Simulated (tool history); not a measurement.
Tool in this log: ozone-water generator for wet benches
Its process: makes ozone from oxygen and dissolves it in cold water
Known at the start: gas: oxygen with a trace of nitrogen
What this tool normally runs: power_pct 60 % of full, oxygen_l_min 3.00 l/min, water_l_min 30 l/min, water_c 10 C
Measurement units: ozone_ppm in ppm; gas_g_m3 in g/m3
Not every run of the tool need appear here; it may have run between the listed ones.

{"run": 1, "hour": 0.0, "power_pct": 60, "oxygen_l_min": 3.0, "water_l_min": 30, "water_c": 10, "ozone_ppm": 7.1, "gas_g_m3": 120.2}
{"run": 2, "hour": 95.1, "power_pct": 60, "oxygen_l_min": 3.0, "water_l_min": 30, "water_c": 10, "ozone_ppm": 7.0, "gas_g_m3": 121.7}
{"run": 3, "hour": 187.0, "power_pct": 60, "oxygen_l_min": 3.0, "water_l_min": 30, "water_c": 10, "ozone_ppm": 7.3, "gas_g_m3": 119.5}
{"run": 4, "hour": 254.9, "power_pct": 60, "oxygen_l_min": 3.0, "water_l_min": 30, "water_c": 10, "ozone_ppm": 7.0, "gas_g_m3": 123.1}
{"run": 5, "hour": 321.0, "power_pct": 60, "oxygen_l_min": 3.0, "water_l_min": 30, "water_c": 10, "ozone_ppm": 7.0, "gas_g_m3": 119.5}
{"run": 6, "hour": 415.8, "power_pct": 60, "oxygen_l_min": 3.0, "water_l_min": 30, "water_c": 10, "ozone_ppm": 7.0, "gas_g_m3": 120.8}
{"run": 7, "hour": 490.4, "power_pct": 60, "oxygen_l_min": 3.0, "water_l_min": 30, "water_c": 10, "ozone_ppm": 7.0, "gas_g_m3": 120.7}
{"run": 8, "hour": 587.3, "power_pct": 60, "oxygen_l_min": 3.0, "water_l_min": 30, "water_c": 10, "ozone_ppm": 6.9, "gas_g_m3": 119.7}
{"run": 9, "hour": 640.5, "power_pct": 60, "oxygen_l_min": 3.0, "water_l_min": 30, "water_c": 10, "ozone_ppm": 7.0, "gas_g_m3": 121.1}
{"run": 10, "hour": 730.0, "power_pct": 60, "oxygen_l_min": 4.53, "water_l_min": 39, "water_c": 10, "ozone_ppm": 6.4, "gas_g_m3": 101.6}
{"run": 11, "hour": 817.3, "power_pct": 60, "oxygen_l_min": 4.53, "water_l_min": 42, "water_c": 14, "ozone_ppm": 5.6, "gas_g_m3": 102.5}
{"run": 12, "hour": 879.9, "power_pct": 60, "oxygen_l_min": 3.0, "water_l_min": 30, "water_c": 14, "ozone_ppm": 6.8, "gas_g_m3": 119.5}
{"hour": 888.6, "done": "water thermometer calibrated"}
{"run": 13, "hour": 942.1, "power_pct": 60, "oxygen_l_min": 2.19, "water_l_min": 30, "water_c": 10, "ozone_ppm": 6.0, "gas_g_m3": 135.3}
{"run": 14, "hour": 993.5, "power_pct": 68, "oxygen_l_min": 3.0, "water_l_min": 31, "water_c": 6, "ozone_ppm": 7.4, "gas_g_m3": 131.7}
{"run": 15, "hour": 1045.4, "power_pct": 63, "oxygen_l_min": 3.33, "water_l_min": 31, "water_c": 8, "ozone_ppm": 7.3, "gas_g_m3": 119.2}
{"run": 16, "hour": 1091.4, "power_pct": 60, "oxygen_l_min": 3.0, "water_l_min": 32, "water_c": 10, "ozone_ppm": 6.5, "gas_g_m3": 118.7}
{"hour": 1115.1, "done": "water thermometer calibrated, once more"}
{"run": 17, "hour": 1132.1, "power_pct": 60, "oxygen_l_min": 4.33, "water_l_min": 19, "water_c": 14, "ozone_ppm": 11.1, "gas_g_m3": 104.2}
{"run": 18, "hour": 1214.9, "power_pct": 77, "oxygen_l_min": 1.81, "water_l_min": 27, "water_c": 10, "ozone_ppm": 7.3, "gas_g_m3": 174.4}

Branching from run 18: 4 alternative next runs. What would each branch give?
{"run": "A", "hour": 1290.0, "power_pct": 68, "oxygen_l_min": 4.7, "water_l_min": 27, "water_c": 10, "ozone_ppm": "?", "gas_g_m3": "?"}
{"run": "B", "hour": 1290.0, "power_pct": 56, "oxygen_l_min": 4.04, "water_l_min": 30, "water_c": 10, "ozone_ppm": "?", "gas_g_m3": "?"}
{"run": "C", "hour": 1290.0, "power_pct": 77, "oxygen_l_min": 3.26, "water_l_min": 27, "water_c": 10, "ozone_ppm": "?", "gas_g_m3": "?"}
{"run": "D", "hour": 1290.0, "power_pct": 77, "oxygen_l_min": 1.71, "water_l_min": 27, "water_c": 10, "ozone_ppm": "?", "gas_g_m3": "?"}

run=A ozone_ppm=9.8 gas_g_m3=111.2
run=B ozone_ppm=7.4 gas_g_m3=100.3
run=C ozone_ppm=9.5 gas_g_m3=137.6
run=D ozone_ppm=7.1 gas_g_m3=179.2
What these runs would have given with no unlogged condition in the tool:
run=A ozone_ppm=10.8 gas_g_m3=118.9
run=B ozone_ppm=8.0 gas_g_m3=106.2
run=C ozone_ppm=10.5 gas_g_m3=148.2
run=D ozone_ppm=7.9 gas_g_m3=192.9
